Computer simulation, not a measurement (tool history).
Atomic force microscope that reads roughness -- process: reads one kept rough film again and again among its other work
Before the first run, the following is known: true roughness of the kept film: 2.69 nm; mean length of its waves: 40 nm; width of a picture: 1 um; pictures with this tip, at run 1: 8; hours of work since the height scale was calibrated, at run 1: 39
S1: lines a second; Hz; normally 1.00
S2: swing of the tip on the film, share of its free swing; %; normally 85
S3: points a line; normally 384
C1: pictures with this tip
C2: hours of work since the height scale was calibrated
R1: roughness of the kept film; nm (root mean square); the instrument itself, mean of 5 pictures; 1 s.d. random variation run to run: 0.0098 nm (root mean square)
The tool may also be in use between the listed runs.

Run 1, hour 0.0: usual settings; C1 8; C2 39. Result: R1 2.192 nm (root mean square).
Run 2, hour 15.7: usual settings but S2 83 %; C1 34; C2 47. Result: R1 2.192 nm (root mean square).
Run 3, hour 33.0: usual settings but S2 83 %; C1 62; C2 57. Result: R1 2.122 nm (root mean square).
Run 4, hour 53.4: usual settings but S2 83 %; C1 94; C2 69. Result: R1 2.097 nm (root mean square).
Run 5, hour 69.5: usual settings but S2 83 %; C1 120; C2 78. Result: R1 2.052 nm (root mean square).
Run 6, hour 93.7: usual settings but S1 1.17 Hz, S2 83 %; C1 159; C2 91. Result: R1 1.951 nm (root mean square).
At hour 117.0: new tip fitted.
Run 7, hour 117.0: usual settings but S1 1.17 Hz, S2 83 %; C1 0; C2 104. Result: R1 2.197 nm (root mean square).
Run 8, hour 138.8: usual settings but S1 1.17 Hz, S2 83 %; C1 35; C2 117. Result: R1 2.137 nm (root mean square).
At hour 142.2: height scale calibrated on a step standard.
Run 9, hour 159.9: usual settings but S1 1.17 Hz, S2 83 %; C1 68; C2 10. Result: R1 2.080 nm (root mean square).
Run 10, hour 172.2: usual settings but S1 1.17 Hz, S2 84 %; C1 88; C2 17. Result: R1 2.056 nm (root mean square).
Run 11, hour 183.0: usual settings but S1 1.17 Hz, S2 84 %; C1 105; C2 23. Result: R1 1.999 nm (root mean square).
Run 12, hour 206.1: usual settings but S1 1.13 Hz, S2 74 %, S3 321; C1 142; C2 36. Result: R1 2.055 nm (root mean square).
Run 13, hour 230.8: usual settings but S1 1.74 Hz, S2 86 %, S3 613; C1 182; C2 50. Result: R1 1.767 nm (root mean square).
At hour 240.9: new tip fitted.
Run 14, hour 245.1: usual settings but S1 1.90 Hz, S2 57 %, S3 832; C1 7; C2 58. Result: R1 2.366 nm (root mean square).
Run 15, hour 269.3: usual settings but S1 1.20 Hz, S2 61 %, S3 432; C1 46; C2 72. Result: R1 2.319 nm (root mean square).
At hour 272.7: height scale calibrated on a step standard, once more.
Run 16, hour 282.3: usual settings but S1 0.92 Hz, S3 762; C1 66; C2 5. Result: R1 2.125 nm (root mean square).
Run 17, hour 299.1: usual settings but S1 0.92 Hz, S2 76 %, S3 762; C1 93; C2 15. Result: R1 2.157 nm (root mean square).
Run 18, hour 322.6: usual settings but S1 0.92 Hz, S2 76 %, S3 762; C1 131; C2 28. Result: R1 2.113 nm (root mean square).
Run 19, hour 337.0: usual settings but S1 0.65 Hz, S2 87 %, S3 301; C1 154; C2 36. Result: R1 2.031 nm (root mean square).
Run 20, hour 360.5: usual settings but S1 1.19 Hz, S2 87 %, S3 301; C1 192; C2 50. Result: R1 1.838 nm (root mean square).
At hour 364.5: new tip fitted.
Run 21, hour 378.1: usual settings but S2 68 %, S3 634; C1 22; C2 59. Result: R1 2.364 nm (root mean square).

What if the next run were any one of these 3? Each begins from the tool's condition after run 21:
Run A, hour 402.9: usual settings but S1 0.71 Hz; C1 62; C2 73. Result: R1 ?.
Run B, hour 402.9: usual settings but S2 80 %, S3 366; C1 62; C2 73. Result: R1 ?.
Run C, hour 402.9: usual settings but S1 2.19 Hz; C1 62; C2 73. Result: R1 ?.

run     R1
  A  2.187
  B  2.182
  C  1.857
Without the tool's unlogged condition, the same runs would have read:
run     R1
  A  2.305
  B  2.299
  C  1.957

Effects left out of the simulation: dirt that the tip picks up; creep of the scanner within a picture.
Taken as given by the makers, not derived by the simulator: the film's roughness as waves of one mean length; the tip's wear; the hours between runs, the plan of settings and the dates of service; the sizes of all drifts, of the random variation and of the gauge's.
